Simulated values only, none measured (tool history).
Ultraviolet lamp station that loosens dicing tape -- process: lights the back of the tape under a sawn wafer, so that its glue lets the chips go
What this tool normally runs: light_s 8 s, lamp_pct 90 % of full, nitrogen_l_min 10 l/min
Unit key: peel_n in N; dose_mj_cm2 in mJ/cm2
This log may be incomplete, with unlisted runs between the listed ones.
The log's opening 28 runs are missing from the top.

| run | hour | light_s | lamp_pct | nitrogen_l_min | hours of work of the lamp | hours of work since the window was cleaned | peel_n | dose_mj_cm2 |
|---|---|---|---|---|---|---|---|---|
| 29 | 1596.4 | 16 | 80 | 19 | 1058 | 229 | 0.142 | 1172 |
| 30 | 1630.1 | 8 | 75 | 6 | 1075 | 246 | 0.440 | 552 |
| 31 | 1703.6 | 5 | 60 | 8 | 1112 | 283 | 1.492 | 274 |
| 32 | 1745.6 | 6 | 66 | 13 | 1133 | 304 | 0.752 | 365 |
| 33 | 1822.4 | 6 | 66 | 13 | 1172 | 343 | 0.776 | 360 |
|  | 1840.8 | window cleaned of glue's vapour |
| 34 | 1862.4 | 8 | 70 | 5 | 1192 | 11 | 0.583 | 509 |
| 35 | 1905.3 | 16 | 90 | 17 | 1214 | 33 | 0.154 | 1316 |
|  | 1937.0 | lamp changed |
| 36 | 1938.1 | 9 | 90 | 18 | 1 | 49 | 0.179 | 743 |
| 37 | 2011.9 | 8 | 76 | 10 | 38 | 86 | 0.329 | 553 |
| 38 | 2085.8 | 8 | 97 | 18 | 75 | 123 | 0.192 | 704 |
| 39 | 2160.7 | 8 | 97 | 18 | 113 | 161 | 0.175 | 699 |
| 40 | 2235.6 | 8 | 97 | 18 | 151 | 199 | 0.183 | 695 |
| 41 | 2287.7 | 9 | 86 | 4 | 177 | 226 | 0.328 | 700 |
| 42 | 2354.4 | 9 | 86 | 17 | 211 | 259 | 0.178 | 689 |
| 43 | 2407.9 | 10 | 80 | 4 | 238 | 286 | 0.313 | 727 |
| 44 | 2472.5 | 10 | 80 | 4 | 271 | 319 | 0.300 | 723 |

Below are 3 alternative next runs, each starting from the tool's condition after run 44. Predict each:
|  | 2541.4 | window cleaned of glue's vapour |
| A | 2551.8 | 10 | 80 | 4 | 311 | 5 | ? | ? |
|  | 2541.4 | window cleaned of glue's vapour |
| B | 2551.8 | 8 | 62 | 10 | 311 | 5 | ? | ? |
|  | 2541.4 | window cleaned of glue's vapour |
| C | 2551.8 | 8 | 77 | 7 | 311 | 5 | ? | ? |

| run | peel_n | dose_mj_cm2 |
|---|---|---|
| A | 0.316 | 721 |
| B | 0.511 | 446 |
| C | 0.389 | 554 |
With no hidden state in the tool, these same runs would have given:
| run | peel_n | dose_mj_cm2 |
|---|---|---|
| A | 0.315 | 738 |
| B | 0.510 | 456 |
| C | 0.388 | 567 |

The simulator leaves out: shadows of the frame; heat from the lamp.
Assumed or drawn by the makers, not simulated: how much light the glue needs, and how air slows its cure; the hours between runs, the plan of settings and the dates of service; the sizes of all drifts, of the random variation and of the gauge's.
